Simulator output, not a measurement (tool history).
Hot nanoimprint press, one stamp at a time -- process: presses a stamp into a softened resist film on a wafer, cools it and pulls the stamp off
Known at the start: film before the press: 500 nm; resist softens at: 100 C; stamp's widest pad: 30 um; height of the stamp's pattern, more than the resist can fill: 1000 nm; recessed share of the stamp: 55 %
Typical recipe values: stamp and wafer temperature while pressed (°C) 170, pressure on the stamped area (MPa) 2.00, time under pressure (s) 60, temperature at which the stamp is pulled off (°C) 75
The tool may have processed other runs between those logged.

run    day  stamp and wafer temperature while pressed (°C)  pressure on the stamped area (MPa)  time under pressure (s)  temperature at which the stamp is pulled off (°C)  resist left under the stamp's widest pad (angstrom)  greatest force while the stamp is pulled off (N)
  1  0.000                                             170                                2.00                       60                                                 75                                                 1992                                               144
     0.525  -- stamp cleaned and given a new release coat
  2  0.525                                             170                                2.00                       60                                                 75                                                 2014                                               134
  3  0.904                                             171                                2.00                       60                                                 75                                                 1893                                               130
  4  1.117                                             171                                2.00                       60                                                 75                                                 1903                                               133
  5  1.338                                             171                                2.00                       60                                                 75                                                 1921                                               135
  6  1.554                                             170                                2.00                       60                                                 75                                                 1982                                               136
  7  1.850                                             170                                2.00                       60                                                 75                                                 1968                                               136
  8  2.054                                             170                                2.00                       60                                                 75                                                 1966                                               136
  9  2.462                                             170                                2.00                       60                                                 75                                                 1973                                               136
 10  2.833                                             170                                2.00                      117                                                 75                                                 1550                                               136
 11  3.054                                             170                                2.00                       42                                                 75                                                 2230                                               138
 12  3.358                                             170                                2.00                       42                                                 75                                                 2220                                               136
 13  3.817                                             170                                2.00                       60                                                 75                                                 1973                                               137
 14  4.046                                             170                                2.00                       60                                                 75                                                 1984                                               136
     4.208  -- plate thermocouple calibrated
 15  4.483                                             170                                2.00                       60                                                 75                                                 1888                                               135
 16  4.858                                             165                                2.00                       60                                                 75                                                 2326                                               139
 17  5.208                                             179                                2.40                       60                                                 75                                                 1182                                               139
     5.638  -- plate thermocouple calibrated, once more
 18  5.642                                             162                                2.55                       60                                                 75                                                 2609                                               142
 19  5.912                                             162                                2.55                       60                                                 75                                                 2619                                               141
 20  6.192                                             162                                1.84                       60                                                 77                                                 3058                                               139
 21  6.438                                             171                                2.90                       60                                                 75                                                 1639                                               142
 22  6.704                                             171                                2.90                       60                                                 75                                                 1629                                               144
 23  7.029                                             174                                3.17                       70                                                 62                                                 1295                                               177
 24  7.371                                             173                                1.56                       60                                                 69                                                 2129                                               161
 25  7.604                                             173                                1.53                       49                                                 69                                                 2280                                               159
 26  8.038                                             159                                2.00                       73                                                 75                                                 3074                                               148
 27  8.392                                             159                                2.47                       73                                                 73                                                 2830                                               153
 28  8.646                                             170                                2.11                       45                                                 64                                                 2243                                               172
 29  9.038                                             161                                2.11                       33                                                 64                                                 3446                                               176

Below, some changes in resist left under the stamp's widest pad (angstrom) between adjacent runs. For each, the amount present without the hidden state too (settings, incoming material, random variation) and the amount remaining for the hidden state with gauge scatter not shared by both compared results:
Hidden state at play: true temperature over the reading, C; pressure that arrives at the usual setting, %; grip of the stamp's worn release coat, % over a new coat's; drift of the gauge itself on residual_nm, %; drift of the gauge itself on pull_off_n, %.
Run 16 -> 17: stamp and wafer temperature while pressed (°C) 165 -> 179, pressure on the stamped area (MPa) 2.00 -> 2.40. resist left under the stamp's widest pad (angstrom) -1144: hidden state +139, all else -1283.
Run 17 -> 18: stamp and wafer temperature while pressed (°C) 179 -> 162, pressure on the stamped area (MPa) 2.40 -> 2.55, plate thermocouple calibrated, once more. resist left under the stamp's widest pad (angstrom) +1427: hidden state +133, all else +1294.
Run 20 -> 21: stamp and wafer temperature while pressed (°C) 162 -> 171, pressure on the stamped area (MPa) 1.84 -> 2.90, temperature at which the stamp is pulled off (°C) 77 -> 75. resist left under the stamp's widest pad (angstrom) -1419: hidden state +7, all else -1426.

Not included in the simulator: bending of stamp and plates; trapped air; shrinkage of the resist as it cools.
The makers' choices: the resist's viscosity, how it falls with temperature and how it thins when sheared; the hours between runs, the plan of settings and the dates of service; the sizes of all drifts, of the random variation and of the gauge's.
